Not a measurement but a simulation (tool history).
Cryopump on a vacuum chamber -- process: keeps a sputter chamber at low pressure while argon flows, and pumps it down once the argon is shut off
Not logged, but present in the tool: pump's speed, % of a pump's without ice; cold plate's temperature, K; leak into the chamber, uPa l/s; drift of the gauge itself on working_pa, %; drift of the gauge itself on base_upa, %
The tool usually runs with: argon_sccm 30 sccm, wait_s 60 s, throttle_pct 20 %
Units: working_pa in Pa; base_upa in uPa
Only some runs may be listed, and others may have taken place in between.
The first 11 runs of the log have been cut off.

| run | hour | argon_sccm | wait_s | throttle_pct | hours of work since the pump was warmed up and emptied | hours of work since the cold head was overhauled | hours of work since the chamber's fittings were tightened | working_pa | base_upa |
|---|---|---|---|---|---|---|---|---|---|
| 12 | 484.6 | 42 | 245 | 20 | 51 | 782 | 793 | 0.2426 | 1.34 |
| 13 | 531.1 | 42 | 245 | 20 | 73 | 804 | 814 | 0.2436 | 1.40 |
| 14 | 560.1 | 42 | 245 | 20 | 86 | 817 | 828 | 0.2438 | 1.41 |
| 15 | 585.5 | 15 | 60 | 20 | 98 | 829 | 840 | 0.0855 | 2.60 |
| 16 | 634.9 | 14 | 60 | 21 | 121 | 852 | 862 | 0.0771 | 2.72 |
| 17 | 688.8 | 29 | 108 | 28 | 146 | 877 | 887 | 0.1209 | 1.89 |
| 18 | 733.6 | 37 | 60 | 24 | 167 | 897 | 908 | 0.1789 | 2.74 |
| 19 | 781.3 | 37 | 60 | 24 | 189 | 919 | 930 | 0.1805 | 2.76 |
| 20 | 808.8 | 37 | 161 | 24 | 201 | 932 | 943 | 0.1813 | 1.81 |
| 21 | 857.9 | 37 | 161 | 24 | 224 | 955 | 966 | 0.1798 | 1.83 |
| 22 | 893.6 | 37 | 161 | 24 | 241 | 971 | 982 | 0.1794 | 1.74 |
| 23 | 918.1 | 13 | 161 | 18 | 252 | 983 | 993 | 0.0842 | 1.88 |
| 24 | 952.5 | 13 | 161 | 18 | 268 | 999 | 1009 | 0.0851 | 1.76 |
| 25 | 995.9 | 28 | 60 | 28 | 288 | 1019 | 1029 | 0.1206 | 2.94 |
| 26 | 1043.4 | 26 | 45 | 33 | 310 | 1041 | 1051 | 0.0950 | 3.47 |
| 27 | 1086.4 | 26 | 45 | 33 | 330 | 1060 | 1071 | 0.0944 | 3.53 |
| 28 | 1108.9 | 27 | 60 | 19 | 340 | 1071 | 1082 | 0.1667 | 2.99 |
| 29 | 1136.2 | 29 | 96 | 19 | 353 | 1084 | 1094 | 0.1782 | 2.39 |
| 30 | 1179.5 | 29 | 96 | 19 | 373 | 1104 | 1114 | 0.1796 | 2.39 |

Each row is a separate what-if for the run after 30, all from the same tool condition, not one after another. Results?
| A | 1201.6 | 15 | 21 | 28 | 383 | 1114 | 1124 | ? | ? |
| B | 1201.6 | 30 | 70 | 19 | 383 | 1114 | 1124 | ? | ? |
| C | 1201.6 | 25 | 215 | 20 | 383 | 1114 | 1124 | ? | ? |
| D | 1201.6 | 43 | 66 | 26 | 383 | 1114 | 1124 | ? | ? |

| run | working_pa | base_upa |
|---|---|---|
| A | 0.0645 | 6.10 |
| B | 0.1859 | 2.76 |
| C | 0.1471 | 1.89 |
| D | 0.1993 | 2.95 |
Without the tool's hidden state the same runs would have given:
| run | working_pa | base_upa |
|---|---|---|
| A | 0.0613 | 4.90 |
| B | 0.1795 | 1.59 |
| C | 0.1418 | 0.69 |
| D | 0.1900 | 1.75 |

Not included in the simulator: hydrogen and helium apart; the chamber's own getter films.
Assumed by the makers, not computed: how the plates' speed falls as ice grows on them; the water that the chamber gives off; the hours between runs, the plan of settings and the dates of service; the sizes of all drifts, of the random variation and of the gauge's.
